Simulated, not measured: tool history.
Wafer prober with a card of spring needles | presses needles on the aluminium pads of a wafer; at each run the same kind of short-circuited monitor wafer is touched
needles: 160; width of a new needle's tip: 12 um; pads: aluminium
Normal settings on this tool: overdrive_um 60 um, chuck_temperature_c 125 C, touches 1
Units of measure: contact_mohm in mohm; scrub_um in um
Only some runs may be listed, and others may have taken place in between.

run   hour  overdrive_um  chuck_temperature_c  touches  contact_mohm  scrub_um
  1      0            60                  125        1           140      11.7
       1.6  -- tips cleaned on abrasive film
  2   11.7            60                  125        1           142     11.68
  3   20.1            60                  125        1           140     11.73
  4   29.1            60                  125        1           144     11.64
      31.5  -- tips cleaned on abrasive film
  5   35.8            60                  125        1           143     11.72
  6   41.8            60                  125        1           143     11.68
  7   52.4            60                  125        1           145     11.65
      61.5  -- tips cleaned on abrasive film
  8   62.5            60                  125        1           145      11.7
  9   70.6            60                  125        1           142     11.69
 10   81.3            60                  125        1           142     11.76
 11   87.9            60                  125        1           143     11.64
      91.5  -- tips cleaned on abrasive film
 12   99.8            60                  125        1           143      11.7
 13  108.3            60                  125        1           145     11.68
 14  113.7            60                  125        1           143     11.68
     121.9  -- tips cleaned on abrasive film
 15  125.1            60                  125        1           144     11.66
 16  131.2            60                  125        1           145     11.65
 17    140            60                  125        1           144     11.73
 18  147.7            60                   33        1           125     11.75
     151.6  -- tips cleaned on abrasive film
 19    158            53                  111        1           144     10.37
 20  164.6            62                  102        1           138     12.15
 21  171.5            69                  111        2           138     13.45
     181.5  -- tips cleaned on abrasive film
 22  181.9            69                  111        2           138     13.48
 23    188            69                  111        2           138     13.46
 24  194.5            69                  111        2           139     13.42
 25  203.6            69                  111        2           138     13.41
 26  210.7            45                   59        1           138      8.76
     211.8  -- tips cleaned on abrasive film
 27  219.7            45                   35        2           138      8.78
 28  226.8            72                  105        2           138     14.01
 29  234.3            67                   27        1           128     13.07
     241.4  -- tips cleaned on abrasive film
 30  245.7            67                   27        1           128      13.1
 31  256.3            59                   27        1           127     11.53
 32  265.5            75                   34        1           126      14.7
     271.1  -- tips cleaned on abrasive film
 33  271.4            75                   34        1           129     14.58
 34  277.3            75                   34        1           124     14.61
 35  283.9            60                   35        3           126     11.67

4 options for the next run, each taken on its own from the tool as it stands now. Forecast them:
  A  295.2            59                   57        1             ?         ?
  B  295.2            76                   74        3             ?         ?
  C  295.2            60                   96        1             ?         ?
  D  295.2            52                  125        2             ?         ?

run  contact_mohm  scrub_um
  A           134      11.4
  B           131     14.87
  C           137     11.73
  D           147     10.18
With the hidden condition removed and each run's random variation left untouched, the same runs would have given:
run  contact_mohm  scrub_um
  A           134      11.4
  B           131     14.87
  C           137     11.73
  D           147     10.18

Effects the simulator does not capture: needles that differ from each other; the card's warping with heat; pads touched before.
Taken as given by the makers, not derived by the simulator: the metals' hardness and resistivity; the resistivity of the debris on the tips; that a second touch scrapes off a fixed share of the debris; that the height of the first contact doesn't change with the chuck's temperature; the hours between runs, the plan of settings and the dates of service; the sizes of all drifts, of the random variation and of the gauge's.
